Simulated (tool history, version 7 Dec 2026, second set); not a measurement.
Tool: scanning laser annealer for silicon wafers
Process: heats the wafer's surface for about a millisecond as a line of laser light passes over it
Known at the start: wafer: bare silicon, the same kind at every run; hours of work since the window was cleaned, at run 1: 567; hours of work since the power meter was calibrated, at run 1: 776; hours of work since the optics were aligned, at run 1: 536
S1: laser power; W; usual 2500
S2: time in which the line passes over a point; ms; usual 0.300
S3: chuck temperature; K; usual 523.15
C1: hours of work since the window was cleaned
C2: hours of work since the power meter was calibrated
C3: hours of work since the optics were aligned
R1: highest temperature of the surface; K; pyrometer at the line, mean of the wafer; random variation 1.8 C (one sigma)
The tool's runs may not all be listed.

run 1 hour=0.0 | S1=2500 S2=0.300 S3=523.15 | C1=567 C2=776 C3=536 | R1=1216.15
run 2 hour=32.2 | S1=2500 S2=0.300 S3=523.15 | C1=584 C2=793 C3=553 | R1=1211.15
run 3 hour=74.4 | S1=2500 S2=0.348 S3=523.15 | C1=606 C2=815 C3=575 | R1=1267.15
run 4 hour=104.0 | S1=2500 S2=0.348 S3=523.15 | C1=621 C2=830 C3=590 | R1=1271.15
run 5 hour=132.4 | S1=2500 S2=0.300 S3=523.15 | C1=636 C2=845 C3=605 | R1=1211.15
run 6 hour=181.7 | S1=2500 S2=0.300 S3=523.15 | C1=661 C2=870 C3=630 | R1=1211.15
run 7 hour=225.0 | S1=2500 S2=0.300 S3=523.15 | C1=684 C2=893 C3=653 | R1=1210.15
run 8 hour=275.6 | S1=2500 S2=0.342 S3=523.15 | C1=710 C2=919 C3=679 | R1=1258.15
-- hour=308.0 window over the wafer cleaned
run 9 hour=308.6 | S1=2397 S2=0.300 S3=523.15 | C1=0 C2=935 C3=695 | R1=1195.15
run 10 hour=365.9 | S1=2397 S2=0.300 S3=523.15 | C1=30 C2=965 C3=725 | R1=1192.15
run 11 hour=399.0 | S1=2246 S2=0.300 S3=523.15 | C1=47 C2=982 C3=742 | R1=1136.15
run 12 hour=451.8 | S1=2500 S2=0.300 S3=523.15 | C1=75 C2=1010 C3=770 | R1=1227.15
run 13 hour=500.9 | S1=2500 S2=0.300 S3=516.15 | C1=100 C2=1035 C3=795 | R1=1223.15
run 14 hour=559.5 | S1=2563 S2=0.300 S3=523.15 | C1=131 C2=1066 C3=826 | R1=1250.15
run 15 hour=587.5 | S1=2563 S2=0.300 S3=523.15 | C1=145 C2=1080 C3=840 | R1=1249.15
run 16 hour=644.0 | S1=2563 S2=0.300 S3=493.15 | C1=175 C2=1110 C3=870 | R1=1215.15
run 17 hour=687.6 | S1=2563 S2=0.300 S3=493.15 | C1=197 C2=1132 C3=892 | R1=1218.15
run 18 hour=717.5 | S1=2563 S2=0.300 S3=493.15 | C1=213 C2=1148 C3=908 | R1=1216.15
-- hour=736.1 optics aligned, line set to its width
run 19 hour=754.6 | S1=2563 S2=0.372 S3=520.15 | C1=229 C2=1164 C3=10 | R1=1349.15

The next listed run, before its measurement:
run 20 hour=801.0 | S1=2563 S2=0.372 S3=520.15 | C1=254 C2=1189 C3=34 | R1=?

Run 20 gave R1 1346.15 K.
Without the tool's hidden state the same run would have given R1 1359.15 K.
